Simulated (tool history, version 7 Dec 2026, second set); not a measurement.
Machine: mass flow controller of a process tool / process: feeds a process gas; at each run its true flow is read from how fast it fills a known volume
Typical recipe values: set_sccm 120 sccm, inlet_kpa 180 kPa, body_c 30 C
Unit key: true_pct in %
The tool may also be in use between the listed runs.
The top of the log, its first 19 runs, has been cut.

run    hour  set_sccm  inlet_kpa  body_c  hours of work since the controller was set to zero  hours of work since the controller was changed  true_pct
 20  2486.9        99        212      30                                                3673                                            3673    100.78
 21  2584.2        66        180      30                                                3726                                            3726    100.14
 22  2718.4       120        180      25                                                3800                                            3800     101.5
 23  2818.7        80        217      24                                                3854                                            3854       101
 24  2912.5       120        213      25                                                3906                                            3906    101.66
 25  3004.4        93        159      30                                                3956                                            3956    100.73
 26  3081.7        67        272      31                                                3998                                            3998    100.41
 27  3249.7        28        243      30                                                4090                                            4090     98.59
 28  3356.1        35        243      28                                                4148                                            4148     99.34
 29  3509.3        35        243      28                                                4232                                            4232     99.31
 30  3616.8       108        219      21                                                4291                                            4291    102.04
 31  3741.5       120        174      30                                                4359                                            4359    101.42
 32  3890.5        34        180      34                                                4440                                            4440     98.75
 33  4067.4       159        142      28                                                4537                                            4537    102.11
 34  4190.1       180        246      32                                                4604                                            4604    102.16
 35  4319.6       180        246      32                                                4675                                            4675    102.18

Consider 4 possible next runs. They are alternatives, not a sequence: every one starts from the tool as it was left by run 35. What does each give?
  A  4491.8        79        180      25                                                4769                                            4769         ?
  B  4491.8        48        180      27                                                4769                                            4769         ?
  C  4491.8        47        209      22                                                4769                                            4769         ?
  D  4491.8       138        204      40                                                4769                                            4769         ?

run  true_pct
  A    101.35
  B    100.22
  C    100.68
  D    100.99
The same runs, with their run-to-run variation unchanged, on a tool lacking any hidden condition would have given:
run  true_pct
  A     99.14
  B     98.75
  C     99.26
  D     98.29
